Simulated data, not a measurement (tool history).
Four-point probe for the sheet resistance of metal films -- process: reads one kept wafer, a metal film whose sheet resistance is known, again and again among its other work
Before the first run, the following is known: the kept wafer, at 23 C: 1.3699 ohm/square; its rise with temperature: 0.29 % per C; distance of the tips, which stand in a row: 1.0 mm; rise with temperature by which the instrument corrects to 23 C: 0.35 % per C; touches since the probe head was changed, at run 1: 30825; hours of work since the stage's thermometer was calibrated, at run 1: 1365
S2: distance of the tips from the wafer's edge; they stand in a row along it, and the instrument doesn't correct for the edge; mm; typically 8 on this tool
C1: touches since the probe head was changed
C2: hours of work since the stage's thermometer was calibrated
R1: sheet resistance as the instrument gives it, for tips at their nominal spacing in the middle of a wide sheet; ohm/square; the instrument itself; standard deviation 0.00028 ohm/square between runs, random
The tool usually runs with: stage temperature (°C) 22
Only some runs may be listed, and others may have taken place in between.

run 1 hour=0.0 | stage_temperature_(°C)=22 S2=8 | C1=30825 C2=1365 | R1=1.382424
run 2 hour=20.8 | stage_temperature_(°C)=22 S2=61 | C1=31283 C2=1379 | R1=1.370606
run 3 hour=50.0 | stage_temperature_(°C)=22 S2=61 | C1=31927 C2=1399 | R1=1.370685
run 4 hour=74.0 | stage_temperature_(°C)=22 S2=61 | C1=32455 C2=1415 | R1=1.371160
run 5 hour=99.8 | stage_temperature_(°C)=22 S2=8 | C1=33024 C2=1433 | R1=1.382378
run 6 hour=124.3 | stage_temperature_(°C)=22 S2=8 | C1=33563 C2=1450 | R1=1.382210
run 7 hour=151.6 | stage_temperature_(°C)=19 S2=8 | C1=34164 C2=1469 | R1=1.384725
run 8 hour=184.1 | stage_temperature_(°C)=19 S2=8 | C1=34881 C2=1491 | R1=1.384912
run 9 hour=208.2 | stage_temperature_(°C)=19 S2=8 | C1=35411 C2=1508 | R1=1.384483
run 10 hour=227.6 | stage_temperature_(°C)=19 S2=8 | C1=35840 C2=1521 | R1=1.384682
run 11 hour=263.9 | stage_temperature_(°C)=19 S2=8 | C1=36638 C2=1546 | R1=1.384507
run 12 hour=280.8 | stage_temperature_(°C)=19 S2=8 | C1=37012 C2=1558 | R1=1.384580
run 13 hour=313.9 | stage_temperature_(°C)=19 S2=12 | C1=37739 C2=1580 | R1=1.377920
run 14 hour=342.8 | stage_temperature_(°C)=35 S2=8 | C1=38377 C2=1600 | R1=1.371998
run 15 hour=371.0 | stage_temperature_(°C)=35 S2=8 | C1=38998 C2=1620 | R1=1.371775
run 16 hour=393.0 | stage_temperature_(°C)=35 S2=8 | C1=39482 C2=1635 | R1=1.371420
run 17 hour=412.2 | stage_temperature_(°C)=35 S2=8 | C1=39904 C2=1648 | R1=1.371760
run 18 hour=441.4 | stage_temperature_(°C)=22 S2=8 | C1=40548 C2=1668 | R1=1.381288
run 19 hour=476.6 | stage_temperature_(°C)=22 S2=8 | C1=41323 C2=1692 | R1=1.382033
run 20 hour=491.5 | stage_temperature_(°C)=22 S2=8 | C1=41653 C2=1703 | R1=1.382289
run 21 hour=525.3 | stage_temperature_(°C)=22 S2=8 | C1=42397 C2=1726 | R1=1.381763
run 22 hour=540.2 | stage_temperature_(°C)=22 S2=28 | C1=42725 C2=1736 | R1=1.371519
run 23 hour=563.1 | stage_temperature_(°C)=22 S2=28 | C1=43231 C2=1752 | R1=1.371609
run 24 hour=599.0 | stage_temperature_(°C)=27 S2=11 | C1=44020 C2=1777 | R1=1.372693
run 25 hour=623.3 | stage_temperature_(°C)=27 S2=11 | C1=44555 C2=1793 | R1=1.372276
run 26 hour=650.2 | stage_temperature_(°C)=27 S2=11 | C1=45149 C2=1812 | R1=1.372608
run 27 hour=677.4 | stage_temperature_(°C)=35 S2=17 | C1=45748 C2=1831 | R1=1.362919
run 28 hour=693.5 | stage_temperature_(°C)=18 S2=8 | C1=46103 C2=1842 | R1=1.385098
run 29 hour=709.4 | stage_temperature_(°C)=18 S2=8 | C1=46451 C2=1852 | R1=1.385268
run 30 hour=742.0 | stage_temperature_(°C)=34 S2=64 | C1=47170 C2=1875 | R1=1.360544
-- hour=770.5 stage's thermometer calibrated
run 31 hour=777.8 | stage_temperature_(°C)=34 S2=64 | C1=47947 C2=5 | R1=1.358298
run 32 hour=813.4 | stage_temperature_(°C)=33 S2=32 | C1=48732 C2=30 | R1=1.360002
run 33 hour=846.0 | stage_temperature_(°C)=33 S2=32 | C1=49450 C2=52 | R1=1.359444
run 34 hour=873.4 | stage_temperature_(°C)=20 S2=4 | C1=50054 C2=71 | R1=1.413692
run 35 hour=899.3 | stage_temperature_(°C)=20 S2=4 | C1=50626 C2=89 | R1=1.413487
run 36 hour=919.4 | stage_temperature_(°C)=24 S2=38 | C1=51068 C2=102 | R1=1.366319
run 37 hour=955.1 | stage_temperature_(°C)=24 S2=38 | C1=51855 C2=127 | R1=1.366227
run 38 hour=979.5 | stage_temperature_(°C)=24 S2=38 | C1=52392 C2=144 | R1=1.366052
run 39 hour=997.1 | stage_temperature_(°C)=23 S2=35 | C1=52779 C2=156 | R1=1.367496
run 40 hour=1017.2 | stage_temperature_(°C)=23 S2=35 | C1=53222 C2=170 | R1=1.366706
run 41 hour=1035.1 | stage_temperature_(°C)=22 S2=33 | C1=53617 C2=182 | R1=1.368700
run 42 hour=1053.1 | stage_temperature_(°C)=19 S2=5 | C1=54013 C2=194 | R1=1.398855
run 43 hour=1069.5 | stage_temperature_(°C)=19 S2=5 | C1=54375 C2=206 | R1=1.398780
run 44 hour=1090.9 | stage_temperature_(°C)=19 S2=5 | C1=54844 C2=220 | R1=1.399091
run 45 hour=1113.8 | stage_temperature_(°C)=21 S2=30 | C1=55351 C2=236 | R1=1.368935

Branching from run 45: 3 alternative next runs. What would each branch give?
run A hour=1135.8 | stage_temperature_(°C)=21 S2=31 | C1=55834 C2=251 | R1=?
run B hour=1135.8 | stage_temperature_(°C)=32 S2=22 | C1=55834 C2=251 | R1=?
run C hour=1135.8 | stage_temperature_(°C)=19 S2=41 | C1=55834 C2=251 | R1=?

run=A R1=1.368503
run=B R1=1.361073
run=C R1=1.369863
Without the tool's hidden state the same runs would have given:
run=A R1=1.371922
run=B R1=1.364489
run=C R1=1.373282

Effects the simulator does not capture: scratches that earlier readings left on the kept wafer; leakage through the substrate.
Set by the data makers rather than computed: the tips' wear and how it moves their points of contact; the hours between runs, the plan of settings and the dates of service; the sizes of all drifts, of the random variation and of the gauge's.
